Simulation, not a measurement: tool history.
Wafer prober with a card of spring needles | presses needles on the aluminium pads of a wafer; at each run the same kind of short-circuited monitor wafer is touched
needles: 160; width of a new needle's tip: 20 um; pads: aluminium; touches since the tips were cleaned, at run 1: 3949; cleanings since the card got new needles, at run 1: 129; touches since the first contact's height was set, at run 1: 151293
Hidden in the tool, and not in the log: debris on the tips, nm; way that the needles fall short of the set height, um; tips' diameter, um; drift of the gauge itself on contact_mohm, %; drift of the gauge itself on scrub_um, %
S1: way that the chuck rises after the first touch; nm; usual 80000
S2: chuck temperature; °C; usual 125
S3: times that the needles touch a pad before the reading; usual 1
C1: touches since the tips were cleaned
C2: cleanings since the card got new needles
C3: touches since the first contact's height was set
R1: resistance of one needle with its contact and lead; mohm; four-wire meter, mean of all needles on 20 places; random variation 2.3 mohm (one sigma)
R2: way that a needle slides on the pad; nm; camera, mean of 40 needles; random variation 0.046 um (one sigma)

| run | hour | S1 | S2 | S3 | C1 | C2 | C3 | R1 | R2 |
|---|---|---|---|---|---|---|---|---|---|
| 1 | 0 | 80000 | 125 | 1 | 3949 | 129 | 151293 | 255 | 17680 |
|  | 14.8 | tips cleaned on abrasive film |
|  | 15.1 | height of the first contact set anew |
|  | 36.1 | tips cleaned on abrasive film |
|  | 57.1 | tips cleaned on abrasive film |
| 2 | 61.6 | 80000 | 125 | 1 | 1825 | 132 | 18665 | 251 | 17700 |
|  | 82.6 | tips cleaned on abrasive film |
|  | 108 | tips cleaned on abrasive film |
|  | 133.7 | tips cleaned on abrasive film |
| 3 | 138.8 | 80000 | 125 | 1 | 2070 | 135 | 49696 | 254 | 17640 |
|  | 157.3 | tips cleaned on abrasive film |
|  | 178.3 | tips cleaned on abrasive film |
|  | 204.5 | tips cleaned on abrasive film |
| 4 | 207.9 | 80000 | 125 | 1 | 1389 | 138 | 77457 | 252 | 17700 |
|  | 228.9 | tips cleaned on abrasive film |
|  | 255 | tips cleaned on abrasive film |
| 5 | 260.5 | 80000 | 125 | 1 | 2206 | 140 | 98560 | 256 | 17650 |
|  | 280.8 | tips cleaned on abrasive film |
|  | 306.2 | tips cleaned on abrasive film |
| 6 | 317.5 | 80000 | 125 | 3 | 4568 | 142 | 121489 | 254 | 17690 |
|  | 328 | tips cleaned on abrasive film |
|  | 354.2 | tips cleaned on abrasive film |
|  | 379.4 | tips cleaned on abrasive film |
|  | 403.7 | tips cleaned on abrasive film |
|  | 404 | height of the first contact set anew |
| 7 | 405.7 | 82000 | 125 | 1 | 658 | 146 | 658 | 255 | 18060 |
|  | 426.6 | tips cleaned on abrasive film |
|  | 452.1 | tips cleaned on abrasive film |
| 8 | 457 | 82000 | 125 | 1 | 2005 | 148 | 21303 | 253 | 18120 |
|  | 478 | tips cleaned on abrasive film |
|  | 503.2 | tips cleaned on abrasive film |
|  | 524.1 | tips cleaned on abrasive film |
| 9 | 530.5 | 82000 | 53 | 1 | 2589 | 151 | 50833 | 234 | 18030 |
|  | 546.3 | tips cleaned on abrasive film |
|  | 567.3 | tips cleaned on abrasive film |
|  | 593.3 | tips cleaned on abrasive film |
| 10 | 610.8 | 80000 | 125 | 1 | 7057 | 154 | 83063 | 255 | 17690 |
|  | 615.5 | tips cleaned on abrasive film |
|  | 636.5 | tips cleaned on abrasive film |
|  | 662.6 | tips cleaned on abrasive film |
|  | 687.9 | tips cleaned on abrasive film |
| 11 | 687.9 | 63000 | 125 | 1 | 0 | 158 | 114022 | 260 | 13960 |
|  | 713.5 | tips cleaned on abrasive film |
|  | 734.5 | tips cleaned on abrasive film |
| 12 | 745.9 | 86000 | 125 | 1 | 4576 | 160 | 137311 | 253 | 19090 |
|  | 756.4 | tips cleaned on abrasive film |
|  | 780.6 | tips cleaned on abrasive film |
|  | 791.4 | height of the first contact set anew |
| 13 | 800.4 | 80000 | 125 | 1 | 7867 | 162 | 3657 | 251 | 17650 |
|  | 805.4 | tips cleaned on abrasive film |
|  | 829.4 | tips cleaned on abrasive film |
| 14 | 848.6 | 80000 | 125 | 1 | 7732 | 164 | 22990 | 258 | 17700 |
|  | 853.9 | tips cleaned on abrasive film |
|  | 877.7 | tips cleaned on abrasive film |
|  | 898.7 | tips cleaned on abrasive film |
|  | 924.9 | tips cleaned on abrasive film |
| 15 | 930.1 | 92000 | 125 | 3 | 2101 | 168 | 55715 | 248 | 20340 |
|  | 951.1 | tips cleaned on abrasive film |
|  | 972 | tips cleaned on abrasive film |
|  | 996 | tips cleaned on abrasive film |
| 16 | 1010.2 | 86000 | 93 | 3 | 5721 | 171 | 87888 | 239 | 19060 |
|  | 1019.7 | tips cleaned on abrasive film |
|  | 1043.6 | tips cleaned on abrasive film |
|  | 1068.8 | tips cleaned on abrasive film |
| 17 | 1073.1 | 86000 | 93 | 3 | 1721 | 174 | 113151 | 242 | 18960 |
|  | 1093.4 | tips cleaned on abrasive film |
|  | 1114.4 | tips cleaned on abrasive film |
|  | 1140.5 | tips cleaned on abrasive film |
| 18 | 1159.3 | 69000 | 115 | 3 | 7582 | 177 | 147809 | 258 | 15250 |
|  | 1164.6 | tips cleaned on abrasive film |
|  | 1179.4 | height of the first contact set anew |
|  | 1189.9 | tips cleaned on abrasive film |
|  | 1216.1 | tips cleaned on abrasive film |
|  | 1240.1 | tips cleaned on abrasive film |
| 19 | 1244.2 | 82000 | 121 | 1 | 1665 | 181 | 26005 | 251 | 18060 |
|  | 1264 | tips cleaned on abrasive film |
|  | 1289.2 | tips cleaned on abrasive film |
| 20 | 1299.3 | 61000 | 67 | 2 | 4068 | 183 | 48158 | 250 | 13470 |
|  | 1315.1 | tips cleaned on abrasive film |
|  | 1337.7 | tips cleaned on abrasive film |
| 21 | 1341.9 | 61000 | 59 | 1 | 1682 | 185 | 65260 | 246 | 13450 |
|  | 1361.4 | tips cleaned on abrasive film |
|  | 1386.3 | tips cleaned on abrasive film |
| 22 | 1396.9 | 61000 | 59 | 1 | 4279 | 187 | 87371 | 244 | 13430 |
|  | 1411.7 | tips cleaned on abrasive film |
|  | 1437.7 | tips cleaned on abrasive film |
| 23 | 1452.5 | 61000 | 59 | 1 | 5973 | 189 | 109690 | 248 | 13450 |
|  | 1463 | tips cleaned on abrasive film |
|  | 1487.9 | tips cleaned on abrasive film |
|  | 1508.9 | tips cleaned on abrasive film |
|  | 1535.1 | tips cleaned on abrasive film |
| 24 | 1540 | 78000 | 125 | 2 | 1969 | 193 | 144819 | 252 | 17280 |
|  | 1560.9 | tips cleaned on abrasive film |
|  | 1571.7 | height of the first contact set anew |
|  | 1582.2 | tips cleaned on abrasive film |
| 25 | 1587.1 | 70000 | 125 | 1 | 1995 | 195 | 6205 | 264 | 15410 |
|  | 1607.6 | tips cleaned on abrasive film |
|  | 1632.7 | tips cleaned on abrasive film |
| 26 | 1651.1 | 97000 | 51 | 3 | 7444 | 197 | 31930 | 226 | 21480 |
|  | 1656.4 | tips cleaned on abrasive film |
|  | 1681.5 | tips cleaned on abrasive film |
|  | 1704.4 | tips cleaned on abrasive film |
| 27 | 1725.3 | 69000 | 92 | 1 | 8417 | 200 | 61724 | 251 | 15230 |

Forecast each of these 3 alternatives for the next run:
|  | 1730.6 | tips cleaned on abrasive film |
|  | 1756.8 | tips cleaned on abrasive film |
|  | 1782.5 | tips cleaned on abrasive film |
| A | 1782.5 | 77000 | 63 | 2 | 0 | 203 | 84684 | ? | ? |
|  | 1730.6 | tips cleaned on abrasive film |
|  | 1756.8 | tips cleaned on abrasive film |
|  | 1782.5 | tips cleaned on abrasive film |
| B | 1782.5 | 80000 | 35 | 1 | 0 | 203 | 84684 | ? | ? |
|  | 1730.6 | tips cleaned on abrasive film |
|  | 1756.8 | tips cleaned on abrasive film |
|  | 1782.5 | tips cleaned on abrasive film |
| C | 1782.5 | 89000 | 30 | 2 | 0 | 203 | 84684 | ? | ? |

| run | R1 | R2 |
|---|---|---|
| A | 241 | 17030 |
| B | 228 | 17720 |
| C | 224 | 19630 |
Without the tool's hidden state the same runs would have given:
| run | R1 | R2 |
|---|---|---|
| A | 241 | 17030 |
| B | 228 | 17720 |
| C | 224 | 19630 |
